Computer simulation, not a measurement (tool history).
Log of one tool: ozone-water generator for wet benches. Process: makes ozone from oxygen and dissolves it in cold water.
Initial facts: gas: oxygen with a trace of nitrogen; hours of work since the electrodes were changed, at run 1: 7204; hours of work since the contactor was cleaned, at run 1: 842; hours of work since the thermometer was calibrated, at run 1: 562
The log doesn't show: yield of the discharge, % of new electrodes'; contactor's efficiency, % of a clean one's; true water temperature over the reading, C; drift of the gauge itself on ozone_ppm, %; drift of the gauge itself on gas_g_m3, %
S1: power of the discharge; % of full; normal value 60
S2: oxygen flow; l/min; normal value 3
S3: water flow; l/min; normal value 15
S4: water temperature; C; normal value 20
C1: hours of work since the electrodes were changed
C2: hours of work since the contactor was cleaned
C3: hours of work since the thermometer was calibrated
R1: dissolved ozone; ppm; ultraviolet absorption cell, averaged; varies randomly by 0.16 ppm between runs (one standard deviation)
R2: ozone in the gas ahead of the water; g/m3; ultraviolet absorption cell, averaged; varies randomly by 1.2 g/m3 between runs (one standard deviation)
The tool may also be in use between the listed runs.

{"run": 1, "hour": 0.0, "S1": 60, "S2": 3, "S3": 15, "S4": 20, "C1": 7204, "C2": 842, "C3": 562, "R1": 17.4, "R2": 180.6}
{"run": 2, "hour": 87.6, "S1": 60, "S2": 3.49, "S3": 15, "S4": 20, "C1": 7285, "C2": 924, "C3": 644, "R1": 17.6, "R2": 167.7}
{"run": 3, "hour": 209.1, "S1": 60, "S2": 3.49, "S3": 15, "S4": 20, "C1": 7398, "C2": 1037, "C3": 757, "R1": 17.3, "R2": 169}
{"run": 4, "hour": 308.2, "S1": 60, "S2": 3.49, "S3": 15, "S4": 20, "C1": 7491, "C2": 1129, "C3": 849, "R1": 17.6, "R2": 167.9}
{"run": 5, "hour": 401.0, "S1": 60, "S2": 3.49, "S3": 15, "S4": 20, "C1": 7577, "C2": 1216, "C3": 936, "R1": 17.5, "R2": 167.3}
{"run": 6, "hour": 537.6, "S1": 60, "S2": 3.49, "S3": 15, "S4": 20, "C1": 7705, "C2": 1343, "C3": 1063, "R1": 17.3, "R2": 166.3}
{"run": 7, "hour": 650.0, "S1": 60, "S2": 3, "S3": 9, "S4": 20, "C1": 7809, "C2": 1448, "C3": 1168, "R1": 24.3, "R2": 180.8}
{"run": 8, "hour": 802.5, "S1": 60, "S2": 3, "S3": 9, "S4": 20, "C1": 7951, "C2": 1590, "C3": 1310, "R1": 24.2, "R2": 177.3}
{"run": 9, "hour": 992.9, "S1": 60, "S2": 3, "S3": 15, "S4": 20, "C1": 8129, "C2": 1768, "C3": 1487, "R1": 16.4, "R2": 175.5}
{"hour": 1100.4, "done": "electrodes of the discharge changed"}
{"run": 10, "hour": 1203.2, "S1": 60, "S2": 3, "S3": 15, "S4": 13, "C1": 96, "C2": 1958, "C3": 1678, "R1": 21.5, "R2": 210.9}
{"hour": 1223.1, "done": "contactor cleaned"}
{"run": 11, "hour": 1325.0, "S1": 99, "S2": 3, "S3": 15, "S4": 13, "C1": 206, "C2": 95, "C3": 1788, "R1": 27.7, "R2": 279.2}
{"run": 12, "hour": 1411.0, "S1": 86, "S2": 3, "S3": 14, "S4": 13, "C1": 286, "C2": 175, "C3": 1868, "R1": 27.4, "R2": 255.4}
{"run": 13, "hour": 1594.8, "S1": 60, "S2": 3, "S3": 11, "S4": 20, "C1": 457, "C2": 346, "C3": 2039, "R1": 24.4, "R2": 210.7}
{"hour": 1700.6, "done": "contactor cleaned, once more"}
{"run": 14, "hour": 1755.6, "S1": 60, "S2": 3, "S3": 11, "S4": 13, "C1": 603, "C2": 51, "C3": 2185, "R1": 27.9, "R2": 209.6}
{"run": 15, "hour": 1888.5, "S1": 60, "S2": 3.61, "S3": 18, "S4": 12, "C1": 727, "C2": 175, "C3": 2309, "R1": 19.6, "R2": 191.7}
{"run": 16, "hour": 1983.6, "S1": 75, "S2": 2.92, "S3": 21, "S4": 17, "C1": 816, "C2": 264, "C3": 2398, "R1": 17.6, "R2": 238.9}
{"run": 17, "hour": 2164.2, "S1": 60, "S2": 3.1, "S3": 21, "S4": 22, "C1": 984, "C2": 432, "C3": 2566, "R1": 15.1, "R2": 204.4}
{"run": 18, "hour": 2345.6, "S1": 60, "S2": 3.1, "S3": 21, "S4": 22, "C1": 1153, "C2": 601, "C3": 2735, "R1": 14.8, "R2": 205.3}
{"run": 19, "hour": 2531.6, "S1": 60, "S2": 3, "S3": 12, "S4": 21, "C1": 1326, "C2": 774, "C3": 2908, "R1": 22.9, "R2": 207}

Each row is a separate what-if for the run after 19, all from the same tool condition, not one after another. Results?
{"hour": 2567.0, "done": "water thermometer calibrated"}
{"run": "A", "hour": 2705.4, "S1": 86, "S2": 1.58, "S3": 15, "S4": 22, "C1": 1488, "C2": 936, "C3": 129, "R1": "?", "R2": "?"}
{"hour": 2567.0, "done": "water thermometer calibrated"}
{"run": "B", "hour": 2705.4, "S1": 59, "S2": 2.29, "S3": 15, "S4": 27, "C1": 1488, "C2": 936, "C3": 129, "R1": "?", "R2": "?"}
{"hour": 2567.0, "done": "water thermometer calibrated"}
{"run": "C", "hour": 2705.4, "S1": 60, "S2": 3, "S3": 12, "S4": 16, "C1": 1488, "C2": 936, "C3": 129, "R1": "?", "R2": "?"}

run=A R1=20.6 R2=336.5
run=B R1=17 R2=231.1
run=C R1=24.6 R2=206.9
Without the tool's hidden state the same runs would have given:
run=A R1=21.8 R2=350.4
run=B R1=17.8 R2=238.9
run=C R1=25.7 R2=213.9
